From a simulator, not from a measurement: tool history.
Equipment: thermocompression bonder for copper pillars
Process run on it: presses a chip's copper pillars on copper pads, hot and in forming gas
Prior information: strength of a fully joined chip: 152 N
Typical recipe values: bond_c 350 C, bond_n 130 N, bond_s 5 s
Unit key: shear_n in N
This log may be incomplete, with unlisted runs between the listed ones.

run    day  bond_c  bond_n  bond_s  shear_n
  1  0.000     350     130       5     66.8
  2  0.612     350      81       5     45.3
  3  0.879     350      81       5     45.5
  4  1.254     350      81       5     45.4
  5  1.571     350     130       5     67.5
  6  2.129     350     130       5     67.2
  7  2.404     350     130       5     66.9
  8  2.946     350     130       5     66.6
  9  3.554     350     130       5     67.1
 10  4.062     350     127       5     65.7
 11  4.512     361     148       5     81.8
 12  5.083     353     148       4     70.4
 13  5.496     322     139      15     76.4
 14  5.917     331     127       9     66.7
 15  6.429     331     127       9     65.7
 16  6.783     355     129       4     64.2

What will run 17 give?
 17  7.175     345     128       6        ?

shear_n: 66.2 N
Had the tool carried no hidden state, the very same run would have given shear_n 66.6 N.
